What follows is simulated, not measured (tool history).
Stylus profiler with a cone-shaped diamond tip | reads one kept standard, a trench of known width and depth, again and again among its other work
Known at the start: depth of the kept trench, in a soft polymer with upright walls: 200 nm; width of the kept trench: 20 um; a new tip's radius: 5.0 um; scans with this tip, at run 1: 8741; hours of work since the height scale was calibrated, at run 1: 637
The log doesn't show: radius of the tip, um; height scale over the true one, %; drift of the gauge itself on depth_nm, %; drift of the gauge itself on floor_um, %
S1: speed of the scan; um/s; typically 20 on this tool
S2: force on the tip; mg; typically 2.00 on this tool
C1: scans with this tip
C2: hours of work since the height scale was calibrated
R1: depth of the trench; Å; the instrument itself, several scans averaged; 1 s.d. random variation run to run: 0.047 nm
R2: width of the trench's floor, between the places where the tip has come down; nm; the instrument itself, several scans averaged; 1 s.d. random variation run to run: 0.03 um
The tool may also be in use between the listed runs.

run 1 hour=0.0 | S1=20 S2=2.00 | C1=8741 C2=637 | R1=2025.4 R2=16280
run 2 hour=43.4 | S1=20 S2=2.00 | C1=9091 C2=662 | R1=2026.3 R2=16230
run 3 hour=81.1 | S1=20 S2=2.00 | C1=9395 C2=684 | R1=2026.5 R2=16310
run 4 hour=118.7 | S1=20 S2=2.00 | C1=9698 C2=706 | R1=2025.7 R2=16270
run 5 hour=142.8 | S1=20 S2=2.00 | C1=9893 C2=721 | R1=2026.2 R2=16280
run 6 hour=169.7 | S1=20 S2=2.00 | C1=10110 C2=736 | R1=2026.0 R2=16180
run 7 hour=224.5 | S1=20 S2=2.00 | C1=10552 C2=769 | R1=2026.2 R2=16190
run 8 hour=283.3 | S1=20 S2=2.00 | C1=11026 C2=803 | R1=2025.5 R2=16100
run 9 hour=328.6 | S1=20 S2=2.00 | C1=11392 C2=830 | R1=2027.1 R2=16070
run 10 hour=386.2 | S1=20 S2=2.00 | C1=11857 C2=864 | R1=2026.1 R2=16020
run 11 hour=441.9 | S1=20 S2=2.00 | C1=12306 C2=896 | R1=2026.8 R2=16020
run 12 hour=495.3 | S1=20 S2=2.00 | C1=12737 C2=928 | R1=2028.2 R2=15960
run 13 hour=540.4 | S1=9 S2=2.00 | C1=13101 C2=954 | R1=2027.5 R2=16020
-- hour=562.1 new tip fitted, height scale calibrated
run 14 hour=601.6 | S1=9 S2=2.00 | C1=319 C2=23 | R1=2022.0 R2=17120
run 15 hour=655.2 | S1=9 S2=2.00 | C1=751 C2=55 | R1=2021.2 R2=17090
run 16 hour=680.4 | S1=12 S2=2.00 | C1=954 C2=70 | R1=2022.3 R2=16990
run 17 hour=708.5 | S1=12 S2=2.00 | C1=1181 C2=86 | R1=2022.2 R2=16990
run 18 hour=761.6 | S1=9 S2=2.00 | C1=1609 C2=117 | R1=2022.7 R2=17020
run 19 hour=793.8 | S1=20 S2=2.09 | C1=1869 C2=136 | R1=2024.0 R2=16980
run 20 hour=839.4 | S1=20 S2=0.77 | C1=2237 C2=163 | R1=2011.1 R2=16820
run 21 hour=872.5 | S1=6 S2=2.00 | C1=2504 C2=182 | R1=2022.3 R2=16870
run 22 hour=903.0 | S1=20 S2=2.00 | C1=2750 C2=200 | R1=2023.2 R2=16840
run 23 hour=945.5 | S1=20 S2=2.00 | C1=3093 C2=225 | R1=2023.1 R2=16810
run 24 hour=978.6 | S1=20 S2=3.62 | C1=3361 C2=245 | R1=2034.6 R2=16770
run 25 hour=1028.5 | S1=12 S2=4.51 | C1=3763 C2=274 | R1=2039.2 R2=16780
run 26 hour=1074.7 | S1=18 S2=0.88 | C1=4136 C2=301 | R1=2013.9 R2=16600
run 27 hour=1123.5 | S1=18 S2=0.88 | C1=4529 C2=330 | R1=2014.5 R2=16630
run 28 hour=1166.7 | S1=7 S2=1.36 | C1=4878 C2=355 | R1=2018.1 R2=16670
run 29 hour=1211.5 | S1=7 S2=1.36 | C1=5239 C2=382 | R1=2018.4 R2=16590
run 30 hour=1258.0 | S1=12 S2=1.36 | C1=5615 C2=409 | R1=2019.2 R2=16570
run 31 hour=1287.8 | S1=12 S2=1.36 | C1=5855 C2=427 | R1=2018.3 R2=16520
run 32 hour=1333.4 | S1=9 S2=3.61 | C1=6222 C2=453 | R1=2035.5 R2=16510
run 33 hour=1371.6 | S1=16 S2=1.84 | C1=6531 C2=476 | R1=2023.6 R2=16410
run 34 hour=1405.4 | S1=9 S2=2.68 | C1=6804 C2=496 | R1=2030.4 R2=16560
run 35 hour=1434.5 | S1=35 S2=0.94 | C1=7038 C2=513 | R1=2015.4 R2=16330
run 36 hour=1458.7 | S1=7 S2=2.00 | C1=7234 C2=527 | R1=2024.2 R2=16420
run 37 hour=1492.7 | S1=6 S2=2.63 | C1=7508 C2=547 | R1=2028.3 R2=16420
run 38 hour=1536.7 | S1=14 S2=0.95 | C1=7863 C2=573 | R1=2016.1 R2=16300
run 39 hour=1575.5 | S1=14 S2=0.95 | C1=8176 C2=596 | R1=2015.8 R2=16380
run 40 hour=1621.5 | S1=22 S2=0.95 | C1=8547 C2=623 | R1=2016.1 R2=16210
run 41 hour=1671.8 | S1=52 S2=0.72 | C1=8953 C2=652 | R1=2013.4 R2=16020
run 42 hour=1700.6 | S1=52 S2=0.72 | C1=9185 C2=669 | R1=2013.6 R2=15960
run 43 hour=1754.8 | S1=7 S2=2.07 | C1=9623 C2=701 | R1=2026.2 R2=16230
run 44 hour=1778.9 | S1=7 S2=2.07 | C1=9817 C2=715 | R1=2026.6 R2=16190
run 45 hour=1816.1 | S1=7 S2=1.09 | C1=10117 C2=737 | R1=2017.6 R2=16180
run 46 hour=1849.3 | S1=46 S2=0.88 | C1=10385 C2=757 | R1=2016.3 R2=15920
run 47 hour=1880.3 | S1=71 S2=3.98 | C1=10636 C2=775 | R1=2039.9 R2=16030
run 48 hour=1933.5 | S1=71 S2=3.98 | C1=11065 C2=806 | R1=2039.6 R2=15920

Here are 3 independent what-if runs from the current tool condition. What would each one return?
run A hour=1962.3 | S1=33 S2=3.98 | C1=11297 C2=823 | R1=? R2=?
run B hour=1962.3 | S1=5 S2=1.62 | C1=11297 C2=823 | R1=? R2=?
run C hour=1962.3 | S1=54 S2=0.87 | C1=11297 C2=823 | R1=? R2=?

run=A R1=2039.9 R2=16050
run=B R1=2023.4 R2=16100
run=C R1=2016.7 R2=15880
With no hidden state in the tool, these same runs would have given:
run=A R1=2036.8 R2=17120
run=B R1=2020.3 R2=17180
run=C R1=2013.5 R2=16960
